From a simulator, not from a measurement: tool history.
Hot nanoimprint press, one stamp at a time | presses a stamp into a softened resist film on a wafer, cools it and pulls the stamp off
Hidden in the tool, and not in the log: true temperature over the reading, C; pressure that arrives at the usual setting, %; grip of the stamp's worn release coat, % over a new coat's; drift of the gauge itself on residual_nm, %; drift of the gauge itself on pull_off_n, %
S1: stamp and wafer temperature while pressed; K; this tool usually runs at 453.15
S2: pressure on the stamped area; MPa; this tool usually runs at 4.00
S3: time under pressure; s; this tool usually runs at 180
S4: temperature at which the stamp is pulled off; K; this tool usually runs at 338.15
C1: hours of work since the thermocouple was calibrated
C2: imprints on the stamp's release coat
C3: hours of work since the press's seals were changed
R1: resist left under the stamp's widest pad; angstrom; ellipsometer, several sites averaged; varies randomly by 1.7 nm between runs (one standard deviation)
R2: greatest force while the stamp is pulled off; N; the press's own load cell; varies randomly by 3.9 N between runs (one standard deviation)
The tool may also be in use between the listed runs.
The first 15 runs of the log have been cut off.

| run | day | S1 | S2 | S3 | S4 | C1 | C2 | C3 | R1 | R2 |
|---|---|---|---|---|---|---|---|---|---|---|
| 16 | 6.600 | 453.15 | 4.00 | 180 | 343.15 | 16 | 973 | 296 | 2439 | 194 |
| 17 | 7.150 | 457.15 | 3.76 | 180 | 330.15 | 22 | 998 | 302 | 2234 | 243 |
| 18 | 7.662 | 448.15 | 3.76 | 180 | 329.15 | 27 | 1021 | 307 | 2918 | 245 |
|  | 7.833 | plate thermocouple calibrated, once more |
| 19 | 8.296 | 448.15 | 3.76 | 180 | 329.15 | 5 | 1044 | 312 | 3233 | 254 |
| 20 | 8.625 | 448.15 | 3.76 | 106 | 329.15 | 8 | 1059 | 316 | 3763 | 250 |
| 21 | 8.967 | 459.15 | 2.63 | 106 | 329.15 | 12 | 1075 | 319 | 3161 | 257 |
| 22 | 9.204 | 453.15 | 2.50 | 118 | 338.15 | 14 | 1086 | 322 | 3569 | 228 |
| 23 | 9.433 | 453.15 | 2.50 | 118 | 335.15 | 16 | 1096 | 324 | 3580 | 238 |
| 24 | 9.788 | 457.15 | 2.50 | 118 | 343.15 | 20 | 1112 | 328 | 3250 | 218 |
| 25 | 10.238 | 446.15 | 4.00 | 313 | 338.15 | 24 | 1132 | 332 | 2848 | 230 |
| 26 | 10.575 | 446.15 | 4.00 | 313 | 338.15 | 28 | 1148 | 336 | 2845 | 229 |
| 27 | 11.008 | 453.15 | 4.00 | 115 | 323.15 | 32 | 1167 | 340 | 3205 | 297 |
| 28 | 11.475 | 455.15 | 4.63 | 180 | 342.15 | 37 | 1189 | 345 | 2424 | 211 |
|  | 12.021 | stamp cleaned and given a new release coat |
| 29 | 12.079 | 442.15 | 5.04 | 107 | 335.15 | 41 | 3 | 348 | 3943 | 191 |
| 30 | 12.404 | 442.15 | 5.04 | 107 | 335.15 | 44 | 17 | 352 | 3936 | 198 |
| 31 | 12.796 | 442.15 | 5.04 | 107 | 335.15 | 48 | 35 | 356 | 3974 | 191 |

3 options for the next run, each taken on its own from the tool as it stands now. Forecast them:
| A | 13.354 | 442.15 | 5.04 | 107 | 340.15 | 54 | 60 | 361 | ? | ? |
| B | 13.354 | 460.15 | 4.09 | 107 | 343.15 | 54 | 60 | 361 | ? | ? |
| C | 13.354 | 453.15 | 2.83 | 180 | 342.15 | 54 | 60 | 361 | ? | ? |

| run | R1 | R2 |
|---|---|---|
| A | 3898 | 186 |
| B | 2619 | 173 |
| C | 3077 | 172 |
What these runs would have given with no unlogged condition in the tool:
| run | R1 | R2 |
|---|---|---|
| A | 3876 | 184 |
| B | 2596 | 172 |
| C | 3063 | 170 |
